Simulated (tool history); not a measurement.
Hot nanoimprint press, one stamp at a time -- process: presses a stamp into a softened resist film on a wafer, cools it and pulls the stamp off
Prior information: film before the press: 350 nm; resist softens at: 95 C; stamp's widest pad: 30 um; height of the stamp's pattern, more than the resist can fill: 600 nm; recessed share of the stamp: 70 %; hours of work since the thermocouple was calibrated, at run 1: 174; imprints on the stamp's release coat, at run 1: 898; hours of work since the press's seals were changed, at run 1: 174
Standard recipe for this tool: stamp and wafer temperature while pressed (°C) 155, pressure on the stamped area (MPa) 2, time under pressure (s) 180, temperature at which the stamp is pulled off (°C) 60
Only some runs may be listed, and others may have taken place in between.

run	day	stamp and wafer temperature while pressed (°C)	pressure on the stamped area (MPa)	time under pressure (s)	temperature at which the stamp is pulled off (°C)	hours of work since the thermocouple was calibrated	imprints on the stamp's release coat	hours of work since the press's seals were changed	resist left under the stamp's widest pad (Å)	greatest force while the stamp is pulled off (N)
1	0	155	2	180	60	174	898	174	1879	192
2	1.004	155	2	178	60	185	967	185	1884	192
3	1.825	155	2	180	60	193	1024	193	1871	195
4	2.479	155	2	180	60	200	1070	200	1877	200
5	2.958	155	2	180	60	205	1103	205	1871	197
# day 3.958: stamp cleaned and given a new release coat
6	4.021	155	2	180	60	214	4	214	1873	164
7	4.912	155	2	119	60	223	66	223	2124	167
8	5.896	155	2	119	60	234	134	234	2129	165
9	6.383	155	2	180	60	239	168	239	1869	171
10	6.996	155	2	180	60	245	211	245	1859	168
# day 7.683: plate thermocouple calibrated
11	7.725	155	1.52	180	60	0	253	251	2068	171
12	8.512	155	3.05	180	60	9	307	260	1518	173
13	9.233	155	2	180	68	16	357	267	1845	135
14	9.888	155	2	180	68	23	402	274	1837	136
15	10.658	155	2	180	68	31	456	282	1838	139
# day 11.017: plate thermocouple calibrated, once more
16	11.558	155	2	180	61	6	510	290	1931	178
17	12	145	1.42	164	64	10	540	295	3082	161
18	12.946	145	1.42	164	64	20	606	305	3088	167
19	13.354	156	1.42	205	49	25	634	309	2033	241
20	13.979	149	1.74	285	60	31	678	316	2345	188
21	14.925	164	1.74	285	48	41	744	326	1078	249
22	15.362	164	1.74	285	48	46	774	331	1075	249
23	16.062	158	2	180	47	53	822	338	1654	256
24	16.771	155	1.88	110	48	61	871	345	2283	257
25	17.538	152	2	187	48	69	925	353	2191	258
26	18.521	146	1.94	187	48	79	993	364	2778	261
27	19.362	146	1.94	187	48	88	1051	373	2781	260
28	20.058	146	1.94	187	48	95	1100	380	2781	262
# day 21.112: stamp cleaned and given a new release coat
29	21.312	162	1.8	187	52	106	14	391	1382	199
30	21.808	155	2	180	46	111	49	396	1913	228

Below, some changes in resist left under the stamp's widest pad (Å) between adjacent runs. For each, the amount present without the hidden state too (settings, incoming material, random variation) and the amount remaining for the hidden state with gauge scatter not shared by both compared results:
Hidden state present: true temperature over the reading, C; pressure that arrives at the usual setting, %; grip of the stamp's worn release coat, % over a new coat's; drift of the gauge itself on residual_nm, %; drift of the gauge itself on pull_off_n, %.
Run 10 -> 11: pressure on the stamped area (MPa) 2 -> 1.52, plate thermocouple calibrated. resist left under the stamp's widest pad (Å) +209: hidden state -26, all else +235.
Run 11 -> 12: pressure on the stamped area (MPa) 1.52 -> 3.05. resist left under the stamp's widest pad (Å) -550: hidden state +14, all else -564.
Run 15 -> 16: temperature at which the stamp is pulled off (°C) 68 -> 61, plate thermocouple calibrated, once more. resist left under the stamp's widest pad (Å) +93: hidden state +93, all else +0.
Run 16 -> 17: stamp and wafer temperature while pressed (°C) 155 -> 145, pressure on the stamped area (MPa) 2 -> 1.42, time under pressure (s) 180 -> 164, temperature at which the stamp is pulled off (°C) 61 -> 64. resist left under the stamp's widest pad (Å) +1151: hidden state -10, all else +1161.
Run 20 -> 21: stamp and wafer temperature while pressed (°C) 149 -> 164, temperature at which the stamp is pulled off (°C) 60 -> 48. resist left under the stamp's widest pad (Å) -1267: hidden state -5, all else -1262.
Run 28 -> 29: stamp and wafer temperature while pressed (°C) 146 -> 162, pressure on the stamped area (MPa) 1.94 -> 1.8, temperature at which the stamp is pulled off (°C) 48 -> 52, stamp cleaned and given a new release coat. resist left under the stamp's widest pad (Å) -1399: hidden state +1, all else -1400.
